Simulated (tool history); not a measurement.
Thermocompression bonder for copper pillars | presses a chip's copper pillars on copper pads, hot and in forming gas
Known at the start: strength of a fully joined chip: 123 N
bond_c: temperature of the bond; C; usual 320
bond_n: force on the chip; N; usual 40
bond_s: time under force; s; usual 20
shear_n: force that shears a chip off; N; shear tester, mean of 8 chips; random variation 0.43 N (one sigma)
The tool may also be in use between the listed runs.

{"run": 1, "hour": 0.0, "bond_c": 320, "bond_n": 40, "bond_s": 20, "shear_n": 63.7}
{"run": 2, "hour": 23.0, "bond_c": 320, "bond_n": 40, "bond_s": 20, "shear_n": 63.6}
{"run": 3, "hour": 33.9, "bond_c": 320, "bond_n": 40, "bond_s": 15, "shear_n": 57.8}
{"run": 4, "hour": 47.9, "bond_c": 320, "bond_n": 40, "bond_s": 20, "shear_n": 63.5}
{"run": 5, "hour": 63.5, "bond_c": 320, "bond_n": 40, "bond_s": 27, "shear_n": 68.7}
{"run": 6, "hour": 74.1, "bond_c": 320, "bond_n": 40, "bond_s": 27, "shear_n": 69.9}
{"run": 7, "hour": 97.4, "bond_c": 320, "bond_n": 40, "bond_s": 34, "shear_n": 73.6}
{"run": 8, "hour": 114.8, "bond_c": 320, "bond_n": 40, "bond_s": 20, "shear_n": 63.6}
{"run": 9, "hour": 140.3, "bond_c": 320, "bond_n": 40, "bond_s": 20, "shear_n": 62.1}
{"run": 10, "hour": 163.6, "bond_c": 320, "bond_n": 40, "bond_s": 20, "shear_n": 62.1}
{"run": 11, "hour": 181.2, "bond_c": 320, "bond_n": 40, "bond_s": 20, "shear_n": 62.2}
{"run": 12, "hour": 192.1, "bond_c": 320, "bond_n": 40, "bond_s": 20, "shear_n": 70.0}
{"run": 13, "hour": 211.2, "bond_c": 320, "bond_n": 40, "bond_s": 20, "shear_n": 69.2}
{"run": 14, "hour": 229.6, "bond_c": 320, "bond_n": 40, "bond_s": 20, "shear_n": 68.4}
{"run": 15, "hour": 242.8, "bond_c": 320, "bond_n": 40, "bond_s": 11, "shear_n": 56.5}
{"run": 16, "hour": 259.5, "bond_c": 320, "bond_n": 40, "bond_s": 11, "shear_n": 56.6}
{"run": 17, "hour": 280.6, "bond_c": 320, "bond_n": 40, "bond_s": 11, "shear_n": 56.1}
{"run": 18, "hour": 293.8, "bond_c": 320, "bond_n": 40, "bond_s": 11, "shear_n": 56.6}
{"run": 19, "hour": 317.0, "bond_c": 345, "bond_n": 40, "bond_s": 11, "shear_n": 74.3}
{"run": 20, "hour": 333.8, "bond_c": 320, "bond_n": 40, "bond_s": 20, "shear_n": 68.0}
{"run": 21, "hour": 349.3, "bond_c": 320, "bond_n": 40, "bond_s": 20, "shear_n": 68.7}
{"run": 22, "hour": 370.6, "bond_c": 327, "bond_n": 39, "bond_s": 36, "shear_n": 84.5}
{"run": 23, "hour": 383.5, "bond_c": 343, "bond_n": 52, "bond_s": 53, "shear_n": 112.9}
{"run": 24, "hour": 408.0, "bond_c": 343, "bond_n": 52, "bond_s": 53, "shear_n": 110.2}
{"run": 25, "hour": 430.6, "bond_c": 343, "bond_n": 52, "bond_s": 53, "shear_n": 110.1}
{"run": 26, "hour": 446.4, "bond_c": 333, "bond_n": 35, "bond_s": 20, "shear_n": 67.6}
{"run": 27, "hour": 467.4, "bond_c": 291, "bond_n": 47, "bond_s": 13, "shear_n": 47.0}
{"run": 28, "hour": 480.7, "bond_c": 291, "bond_n": 47, "bond_s": 13, "shear_n": 47.7}
{"run": 29, "hour": 494.4, "bond_c": 297, "bond_n": 60, "bond_s": 13, "shear_n": 66.3}
{"run": 30, "hour": 508.7, "bond_c": 320, "bond_n": 40, "bond_s": 16, "shear_n": 63.5}
{"run": 31, "hour": 525.5, "bond_c": 320, "bond_n": 40, "bond_s": 16, "shear_n": 63.1}
{"run": 32, "hour": 549.0, "bond_c": 336, "bond_n": 35, "bond_s": 56, "shear_n": 87.4}
{"run": 33, "hour": 569.1, "bond_c": 336, "bond_n": 35, "bond_s": 56, "shear_n": 88.4}
{"run": 34, "hour": 590.1, "bond_c": 350, "bond_n": 30, "bond_s": 28, "shear_n": 72.9}
{"run": 35, "hour": 610.2, "bond_c": 306, "bond_n": 33, "bond_s": 20, "shear_n": 42.8}
{"run": 36, "hour": 622.4, "bond_c": 320, "bond_n": 37, "bond_s": 33, "shear_n": 68.1}
{"run": 37, "hour": 643.5, "bond_c": 320, "bond_n": 38, "bond_s": 33, "shear_n": 69.0}
{"run": 38, "hour": 661.0, "bond_c": 339, "bond_n": 42, "bond_s": 10, "shear_n": 64.1}
{"run": 39, "hour": 675.9, "bond_c": 291, "bond_n": 42, "bond_s": 11, "shear_n": 35.1}

Not shown: 3 entries that the log had between the listed runs. Between which runs, and how does the tool's hidden state differ before and after?
Between runs 11 and 12: forming gas filter changed (hour 184.2)
  true temperature of the bond over the reading, C: 3.3 -> 3.4; force that reaches the chip, % of what is set: 103.5 -> 103.6; oxide that the forming gas leaves, % of the face: 11.26 -> 0.79
  measured less the result without the state, shear_n: -2.7 -> +4.7 N
Between runs 27 and 28: force cell calibrated (hour 470.1)
  true temperature of the bond over the reading, C: 4.6 -> 4.7; force that reaches the chip, % of what is set: 104.8 -> 107.4; oxide that the forming gas leaves, % of the face: 6.7 -> 6.95
  measured less the result without the state, shear_n: +2.7 -> +3.9 N
Between runs 31 and 32: force cell calibrated, once more (hour 537.6)
  true temperature of the bond over the reading, C: 4.9 -> 5; force that reaches the chip, % of what is set: 107.6 -> 100.3; oxide that the forming gas leaves, % of the face: 7.92 -> 8.4
  measured less the result without the state, shear_n: +3.2 -> -3.8 N
